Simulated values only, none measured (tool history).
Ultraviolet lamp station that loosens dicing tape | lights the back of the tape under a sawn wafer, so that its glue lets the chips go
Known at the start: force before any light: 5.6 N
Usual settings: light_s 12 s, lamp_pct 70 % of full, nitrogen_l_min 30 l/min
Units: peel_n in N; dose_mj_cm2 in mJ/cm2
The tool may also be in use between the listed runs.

run   hour  light_s  lamp_pct  nitrogen_l_min  peel_n  dose_mj_cm2
  1    0.0       12        70              30   0.998          326
  2   52.0       12        84              30   0.805          391
  3  102.1       12        70              30   1.061          314
  4  204.7       12        64              30   1.309          283
  5  300.8       12        70              30   1.225          297
  6  355.1       12        70               9   2.161          288
  7  398.6       17        76              30   0.638          436
  8  464.6       17        76              30   0.638          428
  9  509.1       17        71              37   0.688          394
 10  609.1       17        71              37   0.717          377
 11  668.8       12        74              49   1.054          271

Forecast each of these 5 alternatives for the next run:
  A  730.7       11        61              44       ?            ?
  B  730.7       12        70              20       ?            ?
  C  730.7        8        74              30       ?            ?
  D  730.7       12        98              49       ?            ?
  E  730.7       17        70              30       ?            ?

run  peel_n  dose_mj_cm2
  A   1.677          206
  B   1.849          253
  C   2.097          175
  D   0.686          352
  E   0.951          354
Without the tool's hidden state the same runs would have given:
run  peel_n  dose_mj_cm2
  A   0.984          303
  B   1.125          373
  C   1.363          260
  D   0.359          520
  E   0.490          524
